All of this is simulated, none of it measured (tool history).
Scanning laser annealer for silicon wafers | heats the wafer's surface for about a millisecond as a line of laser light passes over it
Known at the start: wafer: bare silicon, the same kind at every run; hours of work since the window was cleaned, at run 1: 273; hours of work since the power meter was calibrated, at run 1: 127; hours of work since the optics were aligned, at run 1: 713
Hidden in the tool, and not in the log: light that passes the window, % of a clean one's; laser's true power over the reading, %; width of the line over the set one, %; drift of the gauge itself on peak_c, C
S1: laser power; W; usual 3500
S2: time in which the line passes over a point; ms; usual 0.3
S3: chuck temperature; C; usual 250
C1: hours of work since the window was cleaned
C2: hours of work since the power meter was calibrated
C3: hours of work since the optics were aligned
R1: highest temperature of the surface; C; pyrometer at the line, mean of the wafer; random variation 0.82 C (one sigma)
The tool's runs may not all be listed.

run 1 hour=0 | S1=3500 S2=0.3 S3=250 | C1=273 C2=127 C3=713 | R1=1016.5
run 2 hour=28.1 | S1=3500 S2=0.269 S3=250 | C1=286 C2=140 C3=726 | R1=972.9
run 3 hour=46.7 | S1=3595 S2=0.3 S3=250 | C1=295 C2=149 C3=735 | R1=1037.8
run 4 hour=74.7 | S1=3056 S2=0.3 S3=250 | C1=308 C2=162 C3=748 | R1=910.1
run 5 hour=94.1 | S1=3056 S2=0.3 S3=250 | C1=317 C2=171 C3=757 | R1=910.7
run 6 hour=121.6 | S1=3056 S2=0.353 S3=250 | C1=330 C2=184 C3=770 | R1=971.3
run 7 hour=153.6 | S1=3500 S2=0.3 S3=250 | C1=345 C2=199 C3=785 | R1=1015.8
run 8 hour=180.9 | S1=3523 S2=0.3 S3=250 | C1=358 C2=211 C3=797 | R1=1019.4
run 9 hour=211.4 | S1=3523 S2=0.3 S3=250 | C1=372 C2=226 C3=812 | R1=1019.3
run 10 hour=244.2 | S1=3155 S2=0.3 S3=250 | C1=387 C2=241 C3=827 | R1=931.7
run 11 hour=268.6 | S1=3686 S2=0.268 S3=237 | C1=399 C2=252 C3=838 | R1=996.1
run 12 hour=292.3 | S1=3158 S2=0.268 S3=237 | C1=410 C2=263 C3=849 | R1=877.2
run 13 hour=321.4 | S1=3158 S2=0.268 S3=237 | C1=423 C2=277 C3=863 | R1=876.8

Forecast each of these 5 alternatives for the next run:
run A hour=350.9 | S1=3500 S2=0.3 S3=235 | C1=437 C2=291 C3=877 | R1=?
run B hour=350.9 | S1=3663 S2=0.323 S3=267 | C1=437 C2=291 C3=877 | R1=?
run C hour=350.9 | S1=3360 S2=0.247 S3=279 | C1=437 C2=291 C3=877 | R1=?
run D hour=350.9 | S1=3158 S2=0.288 S3=284 | C1=437 C2=291 C3=877 | R1=?
run E hour=350.9 | S1=3158 S2=0.323 S3=287 | C1=437 C2=291 C3=877 | R1=?

run=A R1=997.5
run=B R1=1100.7
run=C R1=933.3
run=D R1=950.1
run=E R1=996.7
Without the tool's hidden state the same runs would have given:
run=A R1=1014.7
run=B R1=1119.5
run=C R1=948
run=D R1=965.1
run=E R1=1012.6
